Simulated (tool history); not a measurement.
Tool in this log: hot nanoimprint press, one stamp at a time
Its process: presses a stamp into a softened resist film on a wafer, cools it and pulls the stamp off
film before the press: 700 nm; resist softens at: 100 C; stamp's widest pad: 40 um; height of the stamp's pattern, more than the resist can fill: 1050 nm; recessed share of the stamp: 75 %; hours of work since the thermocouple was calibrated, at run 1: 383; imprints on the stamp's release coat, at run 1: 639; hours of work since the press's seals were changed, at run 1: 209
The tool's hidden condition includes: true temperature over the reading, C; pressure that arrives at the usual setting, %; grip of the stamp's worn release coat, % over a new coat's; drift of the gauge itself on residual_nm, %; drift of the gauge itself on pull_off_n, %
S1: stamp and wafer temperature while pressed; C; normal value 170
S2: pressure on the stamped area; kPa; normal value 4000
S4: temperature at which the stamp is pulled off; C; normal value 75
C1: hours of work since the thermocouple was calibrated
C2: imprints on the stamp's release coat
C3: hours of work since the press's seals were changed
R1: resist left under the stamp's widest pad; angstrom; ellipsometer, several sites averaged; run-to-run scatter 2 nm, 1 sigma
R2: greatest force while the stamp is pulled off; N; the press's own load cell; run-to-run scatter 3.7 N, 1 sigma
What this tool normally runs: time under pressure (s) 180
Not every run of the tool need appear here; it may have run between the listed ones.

{"run": 1, "hour": 0.0, "S1": 170, "S2": 4000, "time under pressure (s)": 180, "S4": 75, "C1": 383, "C2": 639, "C3": 209, "R1": 2981, "R2": 182}
{"run": 2, "hour": 62.7, "S1": 170, "S2": 4000, "time under pressure (s)": 123, "S4": 75, "C1": 412, "C2": 813, "C3": 238, "R1": 3419, "R2": 185}
{"run": 3, "hour": 125.0, "S1": 170, "S2": 4000, "time under pressure (s)": 180, "S4": 75, "C1": 440, "C2": 987, "C3": 266, "R1": 2960, "R2": 192}
{"run": 4, "hour": 191.9, "S1": 170, "S2": 4000, "time under pressure (s)": 180, "S4": 75, "C1": 470, "C2": 1173, "C3": 297, "R1": 2983, "R2": 197}
{"run": 5, "hour": 239.6, "S1": 170, "S2": 2500, "time under pressure (s)": 180, "S4": 75, "C1": 492, "C2": 1306, "C3": 318, "R1": 3637, "R2": 189}
{"run": 6, "hour": 290.1, "S1": 170, "S2": 4000, "time under pressure (s)": 239, "S4": 75, "C1": 515, "C2": 1446, "C3": 341, "R1": 2598, "R2": 199}
{"run": 7, "hour": 324.7, "S1": 170, "S2": 4000, "time under pressure (s)": 239, "S4": 75, "C1": 531, "C2": 1543, "C3": 357, "R1": 2632, "R2": 191}
{"run": 8, "hour": 354.8, "S1": 170, "S2": 4000, "time under pressure (s)": 180, "S4": 74, "C1": 544, "C2": 1627, "C3": 371, "R1": 2920, "R2": 198}
{"run": 9, "hour": 385.8, "S1": 170, "S2": 4000, "time under pressure (s)": 180, "S4": 74, "C1": 558, "C2": 1713, "C3": 385, "R1": 2906, "R2": 209}
{"hour": 394.9, "done": "plate thermocouple calibrated"}
{"run": 10, "hour": 430.1, "S1": 170, "S2": 4000, "time under pressure (s)": 180, "S4": 74, "C1": 16, "C2": 1828, "C3": 403, "R1": 3168, "R2": 208}
{"run": 11, "hour": 467.3, "S1": 170, "S2": 4000, "time under pressure (s)": 180, "S4": 74, "C1": 33, "C2": 1932, "C3": 420, "R1": 3161, "R2": 219}
{"hour": 518.9, "done": "stamp cleaned and given a new release coat"}
{"run": 12, "hour": 539.2, "S1": 170, "S2": 4000, "time under pressure (s)": 180, "S4": 74, "C1": 63, "C2": 57, "C3": 450, "R1": 3184, "R2": 183}
{"run": 13, "hour": 574.2, "S1": 170, "S2": 4000, "time under pressure (s)": 180, "S4": 74, "C1": 79, "C2": 155, "C3": 466, "R1": 3165, "R2": 176}
{"run": 14, "hour": 631.9, "S1": 170, "S2": 4000, "time under pressure (s)": 180, "S4": 74, "C1": 105, "C2": 315, "C3": 492, "R1": 3139, "R2": 186}
{"run": 15, "hour": 666.2, "S1": 170, "S2": 4000, "time under pressure (s)": 180, "S4": 75, "C1": 121, "C2": 411, "C3": 508, "R1": 3117, "R2": 184}
{"run": 16, "hour": 702.1, "S1": 170, "S2": 4000, "time under pressure (s)": 180, "S4": 75, "C1": 137, "C2": 511, "C3": 524, "R1": 3139, "R2": 187}
{"run": 17, "hour": 740.2, "S1": 170, "S2": 4000, "time under pressure (s)": 106, "S4": 75, "C1": 154, "C2": 617, "C3": 542, "R1": 3764, "R2": 182}
{"run": 18, "hour": 811.3, "S1": 178, "S2": 2970, "time under pressure (s)": 111, "S4": 75, "C1": 186, "C2": 815, "C3": 574, "R1": 3104, "R2": 188}
{"run": 19, "hour": 848.0, "S1": 166, "S2": 3410, "time under pressure (s)": 161, "S4": 61, "C1": 203, "C2": 917, "C3": 591, "R1": 4095, "R2": 245}
{"run": 20, "hour": 889.9, "S1": 166, "S2": 4270, "time under pressure (s)": 133, "S4": 61, "C1": 222, "C2": 1033, "C3": 610, "R1": 3954, "R2": 248}
{"run": 21, "hour": 936.9, "S1": 166, "S2": 4270, "time under pressure (s)": 133, "S4": 70, "C1": 243, "C2": 1164, "C3": 631, "R1": 3923, "R2": 216}
{"run": 22, "hour": 986.7, "S1": 176, "S2": 4430, "time under pressure (s)": 183, "S4": 72, "C1": 266, "C2": 1303, "C3": 654, "R1": 2250, "R2": 207}
{"run": 23, "hour": 1044.2, "S1": 170, "S2": 4000, "time under pressure (s)": 198, "S4": 61, "C1": 292, "C2": 1463, "C3": 680, "R1": 2903, "R2": 266}
{"run": 24, "hour": 1087.4, "S1": 164, "S2": 4000, "time under pressure (s)": 180, "S4": 79, "C1": 312, "C2": 1583, "C3": 699, "R1": 3906, "R2": 186}
{"run": 25, "hour": 1124.8, "S1": 176, "S2": 4810, "time under pressure (s)": 180, "S4": 77, "C1": 329, "C2": 1688, "C3": 716, "R1": 2168, "R2": 189}
{"run": 26, "hour": 1167.8, "S1": 164, "S2": 2570, "time under pressure (s)": 180, "S4": 78, "C1": 348, "C2": 1807, "C3": 736, "R1": 4565, "R2": 202}
{"run": 27, "hour": 1223.4, "S1": 160, "S2": 4000, "time under pressure (s)": 326, "S4": 75, "C1": 374, "C2": 1962, "C3": 761, "R1": 3751, "R2": 204}
{"run": 28, "hour": 1252.7, "S1": 160, "S2": 4000, "time under pressure (s)": 326, "S4": 75, "C1": 387, "C2": 2044, "C3": 774, "R1": 3753, "R2": 218}
{"hour": 1264.7, "done": "stamp cleaned and given a new release coat"}
{"run": 29, "hour": 1329.6, "S1": 171, "S2": 4380, "time under pressure (s)": 189, "S4": 75, "C1": 419, "C2": 181, "C3": 807, "R1": 2679, "R2": 169}

Describe how what the log doesn't record of the tool's condition differs between the last listed run preceding each entry between runs and the first listed run following it.
Runs 9 to 10: plate thermocouple calibrated (hour 394.9)
  true temperature over the reading, C: 2.54 -> 0.37; pressure that arrives at the usual setting, %: 98.81 -> 98.75; grip of the stamp's worn release coat, % over a new coat's: 21 -> 22.5
  difference, measured minus the result without the unlogged condition, R1: -314 -> -31 angstrom; R2: +27 -> +37 N
Runs 11 to 12: stamp cleaned and given a new release coat (hour 518.9)
  true temperature over the reading, C: 0.44 -> 0.56; pressure that arrives at the usual setting, %: 98.69 -> 98.59; grip of the stamp's worn release coat, % over a new coat's: 23.8 -> 0.7
  difference, measured minus the result without the unlogged condition, R1: -40 -> -55 angstrom; R2: +41 -> -1 N
Runs 28 to 29: stamp cleaned and given a new release coat (hour 1264.7)
  true temperature over the reading, C: 1.85 -> 1.97; pressure that arrives at the usual setting, %: 97.52 -> 97.41; grip of the stamp's worn release coat, % over a new coat's: 25.2 -> 2.2
  difference, measured minus the result without the unlogged condition, R1: -265 -> -199 angstrom; R2: +37 -> -3 N
